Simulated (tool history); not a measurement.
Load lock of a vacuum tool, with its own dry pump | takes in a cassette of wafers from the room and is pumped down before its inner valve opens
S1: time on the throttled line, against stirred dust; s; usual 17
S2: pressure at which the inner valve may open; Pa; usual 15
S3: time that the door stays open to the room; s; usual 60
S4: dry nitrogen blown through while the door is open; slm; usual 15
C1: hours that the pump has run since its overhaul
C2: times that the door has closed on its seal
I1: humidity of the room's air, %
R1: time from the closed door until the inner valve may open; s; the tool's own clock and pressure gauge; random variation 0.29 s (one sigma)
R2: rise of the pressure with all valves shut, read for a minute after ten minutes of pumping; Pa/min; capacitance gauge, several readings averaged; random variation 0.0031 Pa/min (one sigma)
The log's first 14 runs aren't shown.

run,hour,S1,S2,S3,S4,C1,C2,I1,R1,R2
15,2082.9,17,14,60,15,11840,16593,44.2,30.4,0.112
16,2265.0,17,11,60,15,12022,17008,44.8,30.7,0.114
17,2371.0,17,11,60,15,12128,17250,41.7,31.1,0.114
18,2516.5,17,25,60,15,12274,17581,43.6,29.3,0.117
19,2605.7,17,25,60,15,12363,17785,46.9,29.1,0.121
20,2796.3,17,25,53,12,12553,18220,45.6,29.5,0.113
21,2923.6,17,12,53,4,12681,18510,41.4,31.2,0.129
22,3071.7,17,12,53,4,12829,18847,47.7,31.2,0.141
23,3171.9,22,15,26,15,12929,19076,46.0,33.6,0.090
24,3342.7,22,15,26,23,13100,19465,42.9,33.3,0.080
25,3455.2,22,15,26,23,13212,19722,40.4,34.2,0.080
26,3589.3,22,15,26,23,13346,20028,45.1,33.8,0.079
27,3774.5,22,15,26,23,13532,20450,43.8,34.1,0.085
28,3862.3,17,24,84,15,13619,20650,45.9,29.6,0.145
29,4050.8,22,15,60,14,13808,21080,45.4,33.8,0.126
30,4221.8,17,29,28,22,13979,21470,41.8,28.8,0.085
31,4316.7,9,17,128,35,14074,21687,46.3,23.8,0.143
32,4457.9,9,17,128,35,14215,22009,42.7,24.7,0.135
33,4569.4,17,15,115,15,14327,22263,46.4,30.5,0.178
34,4762.8,15,20,33,32,14520,22704,44.7,27.9,0.094
35,4893.8,15,20,33,32,14651,23003,47.1,29.2,0.094
36,5009.0,9,15,60,15,14766,23265,45.6,24.7,0.130
37,5093.7,9,15,60,15,14851,23458,44.0,25.4,0.128

4 ways to go on from here, each from the tool as it stands after run 37. What would each give?
A,5267.5,12,27,27,15,15025,23855,45.6,?,?
B,5267.5,17,15,104,15,15025,23855,45.8,?,?
C,5267.5,9,15,60,17,15025,23855,46.0,?,?
D,5267.5,9,15,60,24,15025,23855,42.1,?,?

run,R1,R2
A,25.6,0.106
B,30.3,0.169
C,24.7,0.132
D,24.8,0.112
Without the tool's hidden state the same runs would have given:
run,R1,R2
A,23.2,0.051
B,27.8,0.114
C,21.9,0.077
D,22.0,0.058
